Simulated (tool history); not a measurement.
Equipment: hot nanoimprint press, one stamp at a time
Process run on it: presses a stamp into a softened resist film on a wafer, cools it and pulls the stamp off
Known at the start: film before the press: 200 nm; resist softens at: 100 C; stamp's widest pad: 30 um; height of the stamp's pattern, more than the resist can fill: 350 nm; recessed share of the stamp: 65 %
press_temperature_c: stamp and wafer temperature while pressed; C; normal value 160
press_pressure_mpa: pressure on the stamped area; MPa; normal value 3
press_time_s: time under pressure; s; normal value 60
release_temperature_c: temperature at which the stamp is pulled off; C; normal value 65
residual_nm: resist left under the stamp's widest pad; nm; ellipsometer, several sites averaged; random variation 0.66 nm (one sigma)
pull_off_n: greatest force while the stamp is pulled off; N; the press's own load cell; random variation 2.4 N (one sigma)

run,hour,press_temperature_c,press_pressure_mpa,press_time_s,release_temperature_c,residual_nm,pull_off_n
1,0,160,3,60,65,78.9,193
2,9.6,160,3,60,65,79.3,191
3,20.9,160,3,60,65,80,198
4,29.1,160,3,60,65,79.5,191
5,47.3,160,3,60,65,79.7,201
6,65.6,160,3,39,65,96,197
7,80.1,160,3,39,65,94.7,180
8,96.9,160,3,39,65,95.9,177
9,106.6,160,3,39,65,94.7,178
10,121.6,160,3,39,65,95.3,180
11,138.2,160,3,39,65,95.6,185
12,149.4,160,2.45,39,65,103.4,177
13,158.7,160,2.45,47,65,96.6,184
14,170.9,160,2.45,47,65,97.6,187
15,186.7,160,3,60,65,82.6,187
16,199.2,150,2.99,44,70,138.4,172
17,210.3,167,3.47,38,70,68.7,170
18,219.3,167,3.47,38,70,68.6,171
19,233.3,167,3.47,93,58,45.1,215
20,245,167,3.47,93,58,45.4,213
21,255.3,167,3.47,36,53,69.8,235
22,267.5,162,3,60,65,73,193
23,279.8,168,3,60,61,56.3,209
24,298.6,168,2.95,66,61,54.3,210
25,310.7,156,1.88,93,61,97.9,216
26,320,156,2.43,93,61,88.9,210
27,334.5,156,2.43,93,61,88.6,217
28,345.3,156,2.79,36,61,118.7,215
29,368.3,158,2.02,111,60,82.9,196
30,377.4,160,3.47,51,51,81.5,222

Taken out of this log: 4 entries between the listed runs. Where each belongs, and how the hidden state differs across it:
After run 6, before run 7: stamp cleaned and given a new release coat (hour 77.2)
  true temperature over the reading, C: -0.22 -> -0.25; pressure that arrives at the usual setting, %: 97 -> 96.95; grip of the stamp's worn release coat, % over a new coat's: 13.2 -> 0.1
  difference, measured minus the result without the unlogged condition, residual_nm: +2.1 -> +2.2 nm; pull_off_n: +24 -> +1 N
After run 13, before run 14: plate thermocouple calibrated (hour 163.3)
  true temperature over the reading, C: -0.47 -> -0.79; pressure that arrives at the usual setting, %: 96.52 -> 96.46; grip of the stamp's worn release coat, % over a new coat's: 4 -> 4.4
  difference, measured minus the result without the unlogged condition, residual_nm: +3 -> +4.3 nm; pull_off_n: +9 -> +11 N
After run 18, before run 19: plate thermocouple calibrated, once more (hour 227.9)
  true temperature over the reading, C: -0.93 -> -0.07; pressure that arrives at the usual setting, %: 96.19 -> 96.14; grip of the stamp's worn release coat, % over a new coat's: 6.8 -> 7.4
  difference, measured minus the result without the unlogged condition, residual_nm: +4.1 -> +1.1 nm; pull_off_n: +14 -> +15 N
After run 28, before run 29: stamp cleaned and given a new release coat (hour 360.4)
  true temperature over the reading, C: -0.39 -> -0.43; pressure that arrives at the usual setting, %: 95.51 -> 95.41; grip of the stamp's worn release coat, % over a new coat's: 12.9 -> 0.4
  difference, measured minus the result without the unlogged condition, residual_nm: +3.4 -> +2.7 nm; pull_off_n: +26 -> +3 N
